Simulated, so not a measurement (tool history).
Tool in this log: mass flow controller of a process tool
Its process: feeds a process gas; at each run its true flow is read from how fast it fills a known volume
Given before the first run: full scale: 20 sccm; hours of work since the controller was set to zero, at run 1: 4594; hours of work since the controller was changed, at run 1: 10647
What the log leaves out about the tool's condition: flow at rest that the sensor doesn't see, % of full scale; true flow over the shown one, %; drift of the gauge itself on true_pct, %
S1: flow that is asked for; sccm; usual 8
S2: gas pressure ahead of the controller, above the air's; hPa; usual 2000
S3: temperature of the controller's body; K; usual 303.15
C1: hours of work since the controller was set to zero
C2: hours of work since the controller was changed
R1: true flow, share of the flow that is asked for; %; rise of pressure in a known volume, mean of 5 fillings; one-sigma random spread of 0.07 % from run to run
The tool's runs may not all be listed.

{"run": 1, "hour": 0.0, "S1": 8, "S2": 2000, "S3": 303.15, "C1": 4594, "C2": 10647, "R1": 98.46}
{"run": 2, "hour": 333.4, "S1": 8, "S2": 2000, "S3": 303.15, "C1": 4860, "C2": 10913, "R1": 98.58}
{"run": 3, "hour": 487.7, "S1": 8, "S2": 2000, "S3": 303.15, "C1": 4983, "C2": 11036, "R1": 98.5}
{"hour": 507.5, "done": "controller exchanged for a calibrated one"}
{"run": 4, "hour": 789.8, "S1": 8, "S2": 2000, "S3": 303.15, "C1": 225, "C2": 225, "R1": 98.54}
{"run": 5, "hour": 1074.0, "S1": 8, "S2": 2000, "S3": 303.15, "C1": 452, "C2": 452, "R1": 98.75}
{"run": 6, "hour": 1318.9, "S1": 8, "S2": 2000, "S3": 303.15, "C1": 647, "C2": 647, "R1": 98.76}
{"run": 7, "hour": 1608.8, "S1": 8, "S2": 2000, "S3": 303.15, "C1": 878, "C2": 878, "R1": 98.88}
{"run": 8, "hour": 1786.0, "S1": 8, "S2": 2000, "S3": 304.15, "C1": 1020, "C2": 1020, "R1": 98.78}
{"run": 9, "hour": 2127.3, "S1": 8, "S2": 2000, "S3": 309.15, "C1": 1292, "C2": 1292, "R1": 98.81}
{"run": 10, "hour": 2380.8, "S1": 8, "S2": 2000, "S3": 293.15, "C1": 1494, "C2": 1494, "R1": 99.21}
{"run": 11, "hour": 2596.7, "S1": 8, "S2": 2000, "S3": 293.15, "C1": 1667, "C2": 1667, "R1": 99.2}
{"run": 12, "hour": 2934.8, "S1": 8, "S2": 2000, "S3": 302.15, "C1": 1936, "C2": 1936, "R1": 99.17}
{"run": 13, "hour": 3122.6, "S1": 8, "S2": 1840, "S3": 303.15, "C1": 2086, "C2": 2086, "R1": 99.09}
{"run": 14, "hour": 3308.9, "S1": 3, "S2": 1840, "S3": 303.15, "C1": 2235, "C2": 2235, "R1": 98.56}
{"run": 15, "hour": 3496.8, "S1": 8, "S2": 2000, "S3": 303.15, "C1": 2385, "C2": 2385, "R1": 99.33}
{"run": 16, "hour": 3662.3, "S1": 8, "S2": 2000, "S3": 294.15, "C1": 2517, "C2": 2517, "R1": 99.62}
{"run": 17, "hour": 3966.5, "S1": 8, "S2": 2000, "S3": 294.15, "C1": 2759, "C2": 2759, "R1": 99.53}
{"run": 18, "hour": 4198.8, "S1": 3, "S2": 2000, "S3": 303.15, "C1": 2945, "C2": 2945, "R1": 98.83}
{"run": 19, "hour": 4488.4, "S1": 3, "S2": 2000, "S3": 303.15, "C1": 3176, "C2": 3176, "R1": 98.87}
{"run": 20, "hour": 4652.8, "S1": 3, "S2": 2000, "S3": 303.15, "C1": 3307, "C2": 3307, "R1": 99.03}
{"run": 21, "hour": 4866.5, "S1": 3, "S2": 2000, "S3": 303.15, "C1": 3477, "C2": 3477, "R1": 98.99}
{"run": 22, "hour": 5105.4, "S1": 3, "S2": 2000, "S3": 303.15, "C1": 3668, "C2": 3668, "R1": 99.04}
{"run": 23, "hour": 5433.1, "S1": 3, "S2": 2000, "S3": 303.15, "C1": 3929, "C2": 3929, "R1": 99.07}
{"run": 24, "hour": 5614.2, "S1": 3, "S2": 2000, "S3": 303.15, "C1": 4074, "C2": 4074, "R1": 99.26}
{"run": 25, "hour": 5925.4, "S1": 3, "S2": 2000, "S3": 303.15, "C1": 4322, "C2": 4322, "R1": 99.31}
{"run": 26, "hour": 6127.3, "S1": 3, "S2": 2000, "S3": 303.15, "C1": 4483, "C2": 4483, "R1": 99.45}
{"run": 27, "hour": 6446.0, "S1": 4, "S2": 1530, "S3": 308.15, "C1": 4737, "C2": 4737, "R1": 99.14}
{"run": 28, "hour": 6631.1, "S1": 2, "S2": 2290, "S3": 297.15, "C1": 4885, "C2": 4885, "R1": 99.57}
{"run": 29, "hour": 6951.6, "S1": 9, "S2": 2060, "S3": 311.15, "C1": 5141, "C2": 5141, "R1": 100.06}
{"run": 30, "hour": 7229.5, "S1": 8, "S2": 2000, "S3": 306.15, "C1": 5362, "C2": 5362, "R1": 100.04}
{"run": 31, "hour": 7513.0, "S1": 13, "S2": 2020, "S3": 308.15, "C1": 5589, "C2": 5589, "R1": 100.91}
{"hour": 7676.2, "done": "controller's zero set anew"}
{"run": 32, "hour": 7739.4, "S1": 12, "S2": 2640, "S3": 303.15, "C1": 50, "C2": 5769, "R1": 101.31}
{"run": 33, "hour": 7992.6, "S1": 12, "S2": 2640, "S3": 303.15, "C1": 252, "C2": 5971, "R1": 101.43}
{"run": 34, "hour": 8218.7, "S1": 17, "S2": 2130, "S3": 302.15, "C1": 433, "C2": 6151, "R1": 101.62}
{"run": 35, "hour": 8459.4, "S1": 3, "S2": 2120, "S3": 312.15, "C1": 625, "C2": 6343, "R1": 99.7}
{"run": 36, "hour": 8611.4, "S1": 3, "S2": 2120, "S3": 312.15, "C1": 746, "C2": 6464, "R1": 99.81}
{"run": 37, "hour": 8829.5, "S1": 3, "S2": 2120, "S3": 312.15, "C1": 920, "C2": 6638, "R1": 99.92}
{"run": 38, "hour": 9026.0, "S1": 8, "S2": 1660, "S3": 307.15, "C1": 1077, "C2": 6795, "R1": 100.56}
{"run": 39, "hour": 9236.6, "S1": 8, "S2": 1530, "S3": 303.15, "C1": 1245, "C2": 6963, "R1": 100.4}
{"hour": 9362.2, "done": "gauge calibrated"}
{"run": 40, "hour": 9483.3, "S1": 8, "S2": 1530, "S3": 303.15, "C1": 1442, "C2": 7160, "R1": 98.16}
{"run": 41, "hour": 9827.9, "S1": 9, "S2": 2490, "S3": 304.15, "C1": 1717, "C2": 7435, "R1": 98.95}
{"run": 42, "hour": 10010.6, "S1": 8, "S2": 2600, "S3": 311.15, "C1": 1862, "C2": 7580, "R1": 98.82}
{"run": 43, "hour": 10285.9, "S1": 8, "S2": 2600, "S3": 311.15, "C1": 2082, "C2": 7800, "R1": 98.79}
{"run": 44, "hour": 10513.3, "S1": 8, "S2": 2600, "S3": 311.15, "C1": 2263, "C2": 7982, "R1": 98.88}
{"run": 45, "hour": 10664.1, "S1": 8, "S2": 2600, "S3": 311.15, "C1": 2384, "C2": 8102, "R1": 98.88}
{"run": 46, "hour": 10840.2, "S1": 9, "S2": 2290, "S3": 301.15, "C1": 2524, "C2": 8242, "R1": 99.16}
{"run": 47, "hour": 11181.8, "S1": 9, "S2": 1710, "S3": 302.15, "C1": 2797, "C2": 8515, "R1": 98.86}
{"run": 48, "hour": 11451.3, "S1": 4, "S2": 2420, "S3": 303.15, "C1": 3012, "C2": 8730, "R1": 98.68}

Each run again, without the hidden state but with its own random variation kept:
run=1 R1=98.47
run=2 R1=98.5
run=3 R1=98.38
run=4 R1=98.35
run=5 R1=98.49
run=6 R1=98.43
run=7 R1=98.48
run=8 R1=98.34
run=9 R1=98.28
run=10 R1=98.62
run=11 R1=98.56
run=12 R1=98.44
run=13 R1=98.31
run=14 R1=97.75
run=15 R1=98.46
run=16 R1=98.71
run=17 R1=98.54
run=18 R1=97.8
run=19 R1=97.77
run=20 R1=97.89
run=21 R1=97.79
run=22 R1=97.79
run=23 R1=97.73
run=24 R1=97.88
run=25 R1=97.85
run=26 R1=97.94
run=27 R1=97.56
run=28 R1=97.95
run=29 R1=98.33
run=30 R1=98.25
run=31 R1=99.03
run=32 R1=99.36
run=33 R1=99.42
run=34 R1=99.55
run=35 R1=97.61
run=36 R1=97.68
run=37 R1=97.74
run=38 R1=98.31
run=39 R1=98.1
run=40 R1=98.13
run=41 R1=98.84
run=42 R1=98.67
run=43 R1=98.56
run=44 R1=98.59
run=45 R1=98.56
run=46 R1=98.79
run=47 R1=98.41
run=48 R1=98.17

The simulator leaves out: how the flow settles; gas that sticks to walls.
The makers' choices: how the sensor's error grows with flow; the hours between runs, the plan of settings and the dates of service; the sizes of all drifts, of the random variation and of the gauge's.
